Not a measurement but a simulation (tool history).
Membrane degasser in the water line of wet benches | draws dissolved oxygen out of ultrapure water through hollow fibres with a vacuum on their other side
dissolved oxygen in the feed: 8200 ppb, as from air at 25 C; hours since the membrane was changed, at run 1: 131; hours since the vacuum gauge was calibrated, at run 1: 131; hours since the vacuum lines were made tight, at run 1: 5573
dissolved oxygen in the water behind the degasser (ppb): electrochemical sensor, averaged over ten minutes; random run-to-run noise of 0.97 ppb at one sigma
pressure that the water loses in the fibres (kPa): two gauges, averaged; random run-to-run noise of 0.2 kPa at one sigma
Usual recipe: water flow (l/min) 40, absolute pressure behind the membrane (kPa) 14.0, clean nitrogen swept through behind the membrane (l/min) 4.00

run   hour  water flow (l/min)  absolute pressure behind the membrane (kPa)  clean nitrogen swept through behind the membrane (l/min)  hours since the membrane was changed  hours since the vacuum gauge was calibrated  hours since the vacuum lines were made tight  dissolved oxygen in the water behind the degasser (ppb)  pressure that the water loses in the fibres (kPa)
  1    0.0                  40                                         14.0                                                      4.00                                   131                                          131                                          5573                                                    251.6                                              44.67
  2   77.9                  40                                         14.0                                                      4.00                                   209                                          209                                          5651                                                    251.1                                              44.98
  3  150.7                  40                                         14.0                                                      4.00                                   281                                          281                                          5724                                                    251.3                                              44.72
  4  249.9                  40                                         14.0                                                      4.00                                   381                                          381                                          5823                                                    252.3                                              44.62
  5  323.7                  40                                         14.0                                                      4.00                                   454                                          454                                          5897                                                    251.4                                              44.98
  6  364.0                  40                                         14.0                                                      4.00                                   495                                          495                                          5937                                                    252.1                                              44.58
  7  444.5                  40                                         12.6                                                      4.00                                   575                                          575                                          6017                                                    219.8                                              44.79
  8  504.9                  40                                         12.6                                                      4.00                                   636                                          636                                          6078                                                    219.0                                              44.85
  9  600.5                  40                                         12.6                                                      4.00                                   731                                          731                                          6173                                                    220.6                                              44.70

Run 10, settings as shown, results not yet in. Your forecast:
 10  652.3                  40                                         16.0                                                      3.16                                   783                                          783                                          6225                                                        ?                                                  ?

Run 10 produced dissolved oxygen in the water behind the degasser (ppb) 364.0, pressure that the water loses in the fibres (kPa) 44.61.
The same run, on a tool lacking any hidden state, would have yielded dissolved oxygen in the water behind the degasser (ppb) 361.6, pressure that the water loses in the fibres (kPa) 44.44.

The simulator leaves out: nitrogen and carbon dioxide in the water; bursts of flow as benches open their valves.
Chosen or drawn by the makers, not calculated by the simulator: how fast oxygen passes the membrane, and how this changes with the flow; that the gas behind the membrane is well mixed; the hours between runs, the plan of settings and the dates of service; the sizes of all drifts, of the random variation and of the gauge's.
